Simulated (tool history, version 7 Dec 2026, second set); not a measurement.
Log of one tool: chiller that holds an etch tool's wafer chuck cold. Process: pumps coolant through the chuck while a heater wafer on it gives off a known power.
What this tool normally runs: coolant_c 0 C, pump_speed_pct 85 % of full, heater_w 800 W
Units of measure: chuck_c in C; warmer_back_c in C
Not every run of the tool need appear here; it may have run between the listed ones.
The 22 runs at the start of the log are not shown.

Run 23, hour 3029.2: usual settings but heater_w 464 W. Result: chuck_c 3.36 C, warmer_back_c 1.44 C.
At hour 3038.7: chiller's thermometer calibrated.
Run 24, hour 3116.5: usual settings but pump_speed_pct 66 % of full, heater_w 582 W. Result: chuck_c 4.91 C, warmer_back_c 2.35 C.
Run 25, hour 3201.1: usual settings but coolant_c -8 C, pump_speed_pct 66 % of full, heater_w 596 W. Result: chuck_c -2.98 C, warmer_back_c 2.38 C.
At hour 3294.3: coolant changed, channels flushed.
Run 26, hour 3324.5: usual settings but coolant_c 5 C, pump_speed_pct 99 % of full. Result: chuck_c 10.06 C, warmer_back_c 2.11 C.
Run 27, hour 3505.3: usual settings but coolant_c 3 C, heater_w 1018 W. Result: chuck_c 10.09 C, warmer_back_c 3.12 C.
Run 28, hour 3594.3: usual settings but coolant_c 5 C. Result: chuck_c 10.5 C, warmer_back_c 2.43 C.
Run 29, hour 3734.5: usual settings but coolant_c -6 C. Result: chuck_c -0.34 C, warmer_back_c 2.46 C.
Run 30, hour 3872.1: usual settings but coolant_c -4 C, pump_speed_pct 82 % of full, heater_w 828 W. Result: chuck_c 1.92 C, warmer_back_c 2.63 C.
Run 31, hour 3995.1: usual settings but coolant_c -4 C, pump_speed_pct 82 % of full, heater_w 828 W. Result: chuck_c 1.95 C, warmer_back_c 2.65 C.
Run 32, hour 4078.1: usual settings but coolant_c -1 C, pump_speed_pct 82 % of full, heater_w 828 W. Result: chuck_c 4.83 C, warmer_back_c 2.62 C.

4 ways to go on from here, each from the tool as it stands after run 32. What would each give?
Run A, hour 4249.5: usual settings but coolant_c 6 C, heater_w 474 W. Result: chuck_c ?, warmer_back_c ?.
Run B, hour 4249.5: usual settings but coolant_c -1 C, pump_speed_pct 63 % of full, heater_w 452 W. Result: chuck_c ?, warmer_back_c ?.
Run C, hour 4249.5: usual settings but coolant_c -8 C, pump_speed_pct 82 % of full, heater_w 418 W. Result: chuck_c ?, warmer_back_c ?.
Run D, hour 4249.5: usual settings but coolant_c 7 C, pump_speed_pct 62 % of full, heater_w 828 W. Result: chuck_c ?, warmer_back_c ?.

run  chuck_c  warmer_back_c
  A     9.34           1.43
  B     2.92           1.88
  C       -5           1.33
  D    14.19           3.55
With no hidden state in the tool, these same runs would have given:
run  chuck_c  warmer_back_c
  A     9.33           1.42
  B     2.91           1.88
  C    -5.01           1.32
  D    14.18           3.54

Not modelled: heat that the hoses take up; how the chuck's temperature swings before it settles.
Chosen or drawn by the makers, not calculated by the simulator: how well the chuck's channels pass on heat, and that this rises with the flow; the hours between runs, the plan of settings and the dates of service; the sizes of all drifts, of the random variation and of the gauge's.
